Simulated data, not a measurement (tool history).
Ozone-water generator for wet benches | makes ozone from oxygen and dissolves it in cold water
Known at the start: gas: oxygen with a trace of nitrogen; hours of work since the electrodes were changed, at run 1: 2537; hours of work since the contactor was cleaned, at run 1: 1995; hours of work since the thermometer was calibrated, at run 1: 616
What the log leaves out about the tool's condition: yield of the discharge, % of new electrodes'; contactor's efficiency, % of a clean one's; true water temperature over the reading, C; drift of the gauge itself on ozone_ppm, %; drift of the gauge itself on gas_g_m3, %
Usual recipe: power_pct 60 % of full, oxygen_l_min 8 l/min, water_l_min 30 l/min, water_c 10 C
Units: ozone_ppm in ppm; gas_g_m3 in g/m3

run    hour  power_pct  oxygen_l_min  water_l_min  water_c  hours of work since the electrodes were changed  hours of work since the contactor was cleaned  hours of work since the thermometer was calibrated  ozone_ppm  gas_g_m3
  1       0         60             8           30       10                                             2537                                           1995                                                 616       19.1       186
  2    58.6         60             8           30       10                                             2578                                           2037                                                 658       19.2     185.8
  3     102         60             8           30       10                                             2609                                           2067                                                 689         19       186
  4   151.6         60             8           30       10                                             2644                                           2103                                                 724         19     184.5
  5     221         60             8           30       10                                             2694                                           2152                                                 773       19.2     186.3
  6   297.6         60             8           30       10                                             2748                                           2206                                                 828       18.7     186.6
  7   349.9         60          4.93           30       10                                             2785                                           2243                                                 865         17     228.6
  8   412.4         60          4.93           30       10                                             2830                                           2288                                                 909       16.7     225.3
  9   465.3         60          7.01           30       10                                             2867                                           2325                                                 947       18.4     196.6
 10   520.6         60          7.01           30       10                                             2906                                           2365                                                 986       18.5     196.2
 11   610.9         60             8           22       10                                             2971                                           2429                                                1050       24.3     186.1
 12   673.7         60             8           30       10                                             3015                                           2473                                                1095       18.7       185
 13   712.1         60             8           30       10                                             3042                                           2501                                                1122         19     184.6
        719  -- water thermometer calibrated
 14   756.4         60             8           19       10                                             3073                                           2532                                                  27       27.2     184.1
 15   820.1         60             8           19       10                                             3119                                           2577                                                  72       27.3     182.9
 16   858.5         60             8           19       10                                             3146                                           2604                                                  99       27.2     183.5
 17   927.2         60          5.48           30       10                                             3195                                           2653                                                 148       17.2     214.6
 18   998.7         57         11.21           41        7                                             3245                                           2704                                                 199       14.8     153.5
 19  1047.5         85          9.65           20       10                                             3280                                           2738                                                 233       33.1     212.7
 20  1108.4         85             8           30       10                                             3323                                           2782                                                 276       23.3     229.8
 21  1174.8         60             8           30       11                                             3371                                           2829                                                 324       18.3       183
 22  1243.9         88             8           30        8                                             3420                                           2878                                                 373       24.3     236.6

The next listed run, before its measurement:
     1260.3  -- water thermometer calibrated, once more
 23  1324.2         88             8           30        8                                             3476                                           2934                                                  45          ?         ?

{"run 23": {"ozone_ppm": 24.2, "gas_g_m3": 236.1}}
Take away the tool's hidden state, keep the run-to-run variation as it was, and the same run would have given ozone_ppm 28.4 ppm, gas_g_m3 262.6 g/m3.

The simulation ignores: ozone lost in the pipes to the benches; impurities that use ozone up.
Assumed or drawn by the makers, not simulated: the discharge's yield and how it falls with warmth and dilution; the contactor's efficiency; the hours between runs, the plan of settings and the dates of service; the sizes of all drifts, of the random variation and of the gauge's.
